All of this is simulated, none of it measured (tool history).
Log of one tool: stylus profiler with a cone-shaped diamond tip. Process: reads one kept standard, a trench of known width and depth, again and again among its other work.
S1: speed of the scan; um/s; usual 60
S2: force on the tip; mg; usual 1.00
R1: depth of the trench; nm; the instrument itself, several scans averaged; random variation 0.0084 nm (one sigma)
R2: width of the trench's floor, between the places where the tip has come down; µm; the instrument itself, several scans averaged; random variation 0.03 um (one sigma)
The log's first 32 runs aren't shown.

| run | hour | S1 | S2 | R1 | R2 |
|---|---|---|---|---|---|
| 33 | 513.3 | 37 | 0.98 | 100.729 | 27.29 |
| 34 | 532.7 | 120 | 0.49 | 100.418 | 25.98 |
| 35 | 551.6 | 120 | 0.49 | 100.423 | 26.03 |
| 36 | 565.7 | 186 | 1.00 | 100.741 | 25.85 |
| 37 | 575.9 | 186 | 1.00 | 100.743 | 25.81 |
| 38 | 597.7 | 26 | 2.69 | 101.575 | 27.48 |
| 39 | 618.8 | 23 | 0.80 | 100.616 | 27.30 |
| 40 | 639.6 | 22 | 0.91 | 100.681 | 27.36 |
| 41 | 652.7 | 22 | 0.91 | 100.688 | 27.44 |
| 42 | 663.2 | 227 | 1.39 | 100.963 | 25.77 |
| 43 | 675.0 | 166 | 1.00 | 100.742 | 26.04 |
| 44 | 690.7 | 34 | 1.00 | 100.735 | 27.23 |
| 45 | 712.6 | 108 | 1.00 | 100.730 | 26.55 |
| 46 | 727.8 | 55 | 0.78 | 100.594 | 27.03 |
| 47 | 747.3 | 44 | 0.75 | 100.570 | 27.06 |

Forecast each of these 3 alternatives for the next run:
| A | 758.9 | 17 | 1.00 | ? | ? |
| B | 758.9 | 24 | 1.82 | ? | ? |
| C | 758.9 | 55 | 0.34 | ? | ? |

| run | R1 | R2 |
|---|---|---|
| A | 100.723 | 27.42 |
| B | 101.158 | 27.39 |
| C | 100.283 | 26.66 |
Without the tool's hidden state the same runs would have given:
| run | R1 | R2 |
|---|---|---|
| A | 100.868 | 27.88 |
| B | 101.304 | 27.85 |
| C | 100.427 | 27.12 |

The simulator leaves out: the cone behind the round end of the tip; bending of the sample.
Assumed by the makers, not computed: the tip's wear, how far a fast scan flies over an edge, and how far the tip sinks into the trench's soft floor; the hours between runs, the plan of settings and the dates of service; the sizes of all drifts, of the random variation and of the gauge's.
